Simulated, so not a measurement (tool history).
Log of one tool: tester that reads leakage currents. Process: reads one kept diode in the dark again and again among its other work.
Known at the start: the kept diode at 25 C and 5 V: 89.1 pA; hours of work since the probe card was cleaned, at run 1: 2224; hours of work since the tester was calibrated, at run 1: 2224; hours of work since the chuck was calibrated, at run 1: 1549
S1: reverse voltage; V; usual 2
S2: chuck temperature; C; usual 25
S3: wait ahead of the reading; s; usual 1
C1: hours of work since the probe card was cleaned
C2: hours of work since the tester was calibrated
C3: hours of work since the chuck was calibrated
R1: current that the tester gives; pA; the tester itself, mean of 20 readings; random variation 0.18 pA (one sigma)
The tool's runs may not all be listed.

run,day,S1,S2,S3,C1,C2,C3,R1
1,0,2,25,1,2224,2224,1549,57.76
2,3.188,2,25,9.45,2277,2277,1602,57.24
3,5.858,2,25,9.45,2322,2322,1647,57.29
4,7.408,2,25,9.45,2348,2348,1673,57.06
# day 7.821: chuck's temperature calibrated
5,9.454,2,25,1,2381,2381,27,60.67
6,12.296,2,25,1,2429,2429,75,60.05
7,14.912,1.16,25,1,2473,2473,119,45.19
8,16.638,3.27,25,1,2502,2502,148,79.8
9,19.879,2,25,2.14,2557,2557,203,60.34
10,21.646,2,25,2.14,2586,2586,232,60.06
11,23.788,2,25,2.14,2622,2622,268,60.17
12,25.962,2,50,1,2659,2659,305,450.05
13,29.488,15.36,25,1,2718,2718,364,201.44
14,31.421,15.36,25,1,2751,2751,397,201.06
# day 31.712: probe card cleaned and baked
15,34,15.36,25,1,38,2792,438,154.14
# day 35.088: tester calibrated
16,36.571,15.36,25,1,80,25,480,158.1
17,39.583,4.59,55,0.65,131,76,530,1003.13
18,42.296,4.59,55,0.65,176,121,576,997.25
19,45.529,4.59,55,0.65,231,175,630,997.69
20,47.154,7.08,25,2.54,258,203,657,104.06
21,50.633,2,37,1,317,261,716,155.51
22,53.712,2,37,1,368,313,768,155.35
23,56.671,3.24,37,1,418,363,817,198.96
24,60.088,3.24,35,1,475,420,875,167.75
25,63.717,3.24,35,1,536,481,936,167.01
26,65.35,1.86,35,1.56,564,509,963,125.53
27,68.071,1.86,35,1.56,610,554,1009,125.11
28,71.246,2,25,1.28,663,608,1062,54.95
29,74.458,2,25,1.28,717,662,1116,54.6
30,77.217,2,25,1.28,763,708,1163,54.61
31,80.562,2,25,1.28,820,764,1219,54.93

4 ways to go on from here, each from the tool as it stands after run 31. What would each give?
A,82.4,1.06,25,1.46,850,795,1250,?
B,82.4,7.89,25,0.64,850,795,1250,?
C,82.4,2,42,1.28,850,795,1250,?
D,82.4,2,57,1.69,850,795,1250,?

run,R1
A,39.22
B,115.17
C,229.93
D,742.7
Without the tool's hidden state the same runs would have given:
run,R1
A,41.18
B,116.12
C,243.65
D,786.92

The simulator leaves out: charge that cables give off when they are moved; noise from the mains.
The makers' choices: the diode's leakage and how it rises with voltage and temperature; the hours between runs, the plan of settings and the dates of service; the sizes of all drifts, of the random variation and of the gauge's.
